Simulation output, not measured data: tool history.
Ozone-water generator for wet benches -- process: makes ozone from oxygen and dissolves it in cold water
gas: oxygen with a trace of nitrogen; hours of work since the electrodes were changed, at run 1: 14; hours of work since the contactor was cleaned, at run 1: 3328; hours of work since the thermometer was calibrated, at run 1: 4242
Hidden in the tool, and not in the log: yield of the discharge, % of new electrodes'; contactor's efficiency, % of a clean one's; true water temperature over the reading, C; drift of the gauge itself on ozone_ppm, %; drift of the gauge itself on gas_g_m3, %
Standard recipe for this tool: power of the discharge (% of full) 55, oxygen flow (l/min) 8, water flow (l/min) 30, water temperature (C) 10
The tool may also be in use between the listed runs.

run   hour  power of the discharge (% of full)  oxygen flow (l/min)  water flow (l/min)  water temperature (C)  hours of work since the electrodes were changed  hours of work since the contactor was cleaned  hours of work since the thermometer was calibrated  dissolved ozone (ppm)  ozone in the gas ahead of the water (g/m3)
  1      0                                  55                    8                  30                     10                                               14                                           3328                                                4242                   23.9                                       205.2
  2   15.5                                  65                    8                  30                     10                                               24                                           3338                                                4252                   26.9                                       231.1
  3   43.9                                  65                    8                  30                     10                                               43                                           3357                                                4271                   26.8                                       232.6
  4   58.8                                  55                    8                  36                     10                                               52                                           3367                                                4281                   20.6                                       205.8
  5   84.2                                  55                    8                  30                     10                                               69                                           3383                                                4298                   23.8                                       204.6
  6  105.6                                  55                 7.06                  30                     10                                               83                                           3397                                                4312                   22.8                                       211.9
  7  127.2                                  55                    8                  30                     10                                               97                                           3412                                                4326                     24                                       204.2
  8  153.5                                  55                    8                  37                     10                                              114                                           3429                                                4343                   19.8                                       201.9
  9  183.6                                  55                    8                  37                     10                                              134                                           3449                                                4363                   20.1                                         203
 10  205.8                                  55                    8                  27                     10                                              149                                           3463                                                4377                   25.9                                       201.6
 11  219.7                                  55                 5.28                  30                     10                                              158                                           3472                                                4386                     21                                       237.4
 12  233.5                                  55                11.46                  30                     10                                              167                                           3481                                                4395                   25.5                                       179.7
 13  259.9                                  55                11.46                  30                     10                                              184                                           3499                                                4413                   25.5                                         180
 14  276.5                                  55                11.46                  30                     10                                              195                                           3510                                                4424                   25.4                                       179.1
 15  293.2                                  60                10.61                  30                     10                                              206                                           3521                                                4435                     27                                       198.1
 16  323.6                                  60                10.61                  30                     10                                              226                                           3540                                                4455                   26.7                                       197.1
 17  350.6                                  60                 7.12                  30                     10                                              244                                           3558                                                4472                   24.4                                       228.1
 18  374.4                                  55                    8                  30                      5                                              259                                           3574                                                4488                   25.2                                       202.4
 19  400.2                                  55                11.19                  25                     10                                              276                                           3591                                                4505                   29.1                                       181.5
 20  413.2                                  55                 9.45                  30                      6                                              285                                           3599                                                4513                     26                                       190.2
 21  442.3                                  55                 9.45                  30                      6                                              304                                           3618                                                4532                   25.8                                       191.7
 22  467.5                                  71                    8                  43                     10                                              320                                           3635                                                4549                   21.1                                       246.5
 23  489.9                                  71                    8                  35                     13                                              335                                           3650                                                4564                   24.3                                       243.8
 24  514.1                                  71                    8                  35                     13                                              351                                           3665                                                4580                   24.2                                       242.4
 25  543.3                                  45                 4.88                  35                     13                                              370                                           3685                                                4599                   14.6                                       208.4
 26  565.7                                  79                 9.08                  20                     10                                              385                                           3699                                                4613                   42.2                                       250.3
 27    588                                  73                10.05                  30                     10                                              399                                           3714                                                4628                   30.1                                       231.1
 28  602.6                                  73                10.05                  30                     10                                              409                                           3723                                                4638                   30.3                                       229.1

Some steps in dissolved ozone (ppm) between neighbouring runs. How much of each would the tool show without its hidden state too (settings, what came in, random variation), and how much is left for the hidden state, with any gauge scatter that isn't in both results?
Run 24 -> 25: power of the discharge (% of full) 71 -> 45, oxygen flow (l/min) 8 -> 4.88. dissolved ozone (ppm) -9.6: hidden state +0.4, all else -10.
Run 25 -> 26: power of the discharge (% of full) 45 -> 79, oxygen flow (l/min) 4.88 -> 9.08, water flow (l/min) 35 -> 20, water temperature (C) 13 -> 10. dissolved ozone (ppm) +27.6: hidden state -1.1, all else +28.7.
Run 26 -> 27: power of the discharge (% of full) 79 -> 73, oxygen flow (l/min) 9.08 -> 10.05, water flow (l/min) 20 -> 30. dissolved ozone (ppm) -12.1: hidden state +0.3, all else -12.4.
